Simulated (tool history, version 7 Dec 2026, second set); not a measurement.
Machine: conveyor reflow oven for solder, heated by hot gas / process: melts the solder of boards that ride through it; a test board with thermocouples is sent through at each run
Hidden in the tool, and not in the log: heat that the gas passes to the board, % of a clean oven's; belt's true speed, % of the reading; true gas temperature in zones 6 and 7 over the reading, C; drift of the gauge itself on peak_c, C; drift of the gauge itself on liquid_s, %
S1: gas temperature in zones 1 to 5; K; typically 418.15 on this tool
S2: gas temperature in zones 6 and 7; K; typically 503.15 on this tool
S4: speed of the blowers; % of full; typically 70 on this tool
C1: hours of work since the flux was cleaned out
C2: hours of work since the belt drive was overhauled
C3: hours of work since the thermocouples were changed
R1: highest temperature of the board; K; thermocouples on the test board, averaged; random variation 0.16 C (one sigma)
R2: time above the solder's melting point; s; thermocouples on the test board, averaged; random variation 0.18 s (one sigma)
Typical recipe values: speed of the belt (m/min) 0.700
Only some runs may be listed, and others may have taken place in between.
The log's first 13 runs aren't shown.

run 14 day=3.833 | S1=418.15 S2=503.15 speed_of_the_belt_(m/min)=0.700 S4=70 | C1=134 C2=175 C3=563 | R1=486.05 R2=43.6
run 15 day=4.071 | S1=418.15 S2=503.15 speed_of_the_belt_(m/min)=0.700 S4=64 | C1=138 C2=178 C3=567 | R1=483.95 R2=42.4
run 16 day=4.275 | S1=418.15 S2=503.15 speed_of_the_belt_(m/min)=0.700 S4=64 | C1=141 C2=181 C3=570 | R1=484.35 R2=42.0
-- day=4.508 flux residue cleaned out of gas plates and filters
run 17 day=4.821 | S1=418.15 S2=503.15 speed_of_the_belt_(m/min)=0.700 S4=64 | C1=5 C2=186 C3=575 | R1=483.95 R2=42.1
run 18 day=5.012 | S1=418.15 S2=503.15 speed_of_the_belt_(m/min)=0.700 S4=64 | C1=7 C2=189 C3=577 | R1=483.95 R2=42.1
run 19 day=5.196 | S1=419.15 S2=516.15 speed_of_the_belt_(m/min)=0.734 S4=87 | C1=10 C2=191 C3=580 | R1=499.45 R2=49.9
run 20 day=5.562 | S1=424.15 S2=503.15 speed_of_the_belt_(m/min)=0.740 S4=70 | C1=15 C2=197 C3=585 | R1=485.15 R2=43.0
run 21 day=5.796 | S1=424.15 S2=503.15 speed_of_the_belt_(m/min)=0.740 S4=70 | C1=19 C2=200 C3=589 | R1=485.45 R2=42.5
run 22 day=6.029 | S1=403.15 S2=502.15 speed_of_the_belt_(m/min)=0.725 S4=88 | C1=22 C2=204 C3=592 | R1=485.15 R2=38.2
run 23 day=6.271 | S1=403.15 S2=502.15 speed_of_the_belt_(m/min)=0.725 S4=88 | C1=26 C2=207 C3=596 | R1=485.05 R2=37.9
run 24 day=6.433 | S1=418.15 S2=503.15 speed_of_the_belt_(m/min)=0.581 S4=60 | C1=28 C2=210 C3=598 | R1=488.65 R2=55.4
-- day=6.800 flux residue cleaned out of gas plates and filters, once more
run 25 day=6.938 | S1=418.15 S2=503.15 speed_of_the_belt_(m/min)=0.567 S4=51 | C1=2 C2=214 C3=602 | R1=487.95 R2=56.0
run 26 day=7.279 | S1=430.15 S2=512.15 speed_of_the_belt_(m/min)=0.567 S4=51 | C1=7 C2=219 C3=607 | R1=497.95 R2=68.1
run 27 day=7.633 | S1=404.15 S2=512.15 speed_of_the_belt_(m/min)=0.567 S4=76 | C1=12 C2=224 C3=613 | R1=501.05 R2=61.3
run 28 day=8.004 | S1=404.15 S2=512.15 speed_of_the_belt_(m/min)=0.589 S4=76 | C1=18 C2=229 C3=618 | R1=499.95 R2=58.2
run 29 day=8.262 | S1=432.15 S2=491.15 speed_of_the_belt_(m/min)=0.719 S4=61 | C1=21 C2=233 C3=622 | R1=477.35 R2=40.6
run 30 day=8.521 | S1=425.15 S2=503.15 speed_of_the_belt_(m/min)=0.684 S4=70 | C1=25 C2=237 C3=626 | R1=489.55 R2=50.5
run 31 day=8.762 | S1=425.15 S2=492.15 speed_of_the_belt_(m/min)=0.684 S4=67 | C1=29 C2=240 C3=629 | R1=479.45 R2=42.7
run 32 day=8.929 | S1=425.15 S2=492.15 speed_of_the_belt_(m/min)=0.684 S4=67 | C1=31 C2=243 C3=631 | R1=479.55 R2=42.7

What if the next run were any one of these 3? Each begins from the tool's condition after run 32:
run A day=9.254 | S1=431.15 S2=503.15 speed_of_the_belt_(m/min)=0.700 S4=70 | C1=36 C2=248 C3=636 | R1=? R2=?
run B day=9.254 | S1=425.15 S2=502.15 speed_of_the_belt_(m/min)=0.684 S4=67 | C1=36 C2=248 C3=636 | R1=? R2=?
run C day=9.254 | S1=418.15 S2=502.15 speed_of_the_belt_(m/min)=0.813 S4=74 | C1=36 C2=248 C3=636 | R1=? R2=?

run=A R1=490.05 R2=51.2
run=B R1=487.45 R2=48.6
run=C R1=482.75 R2=35.0
Without the tool's unlogged condition, the same runs would have read:
run=A R1=488.85 R2=50.2
run=B R1=486.25 R2=47.5
run=C R1=481.65 R2=34.0
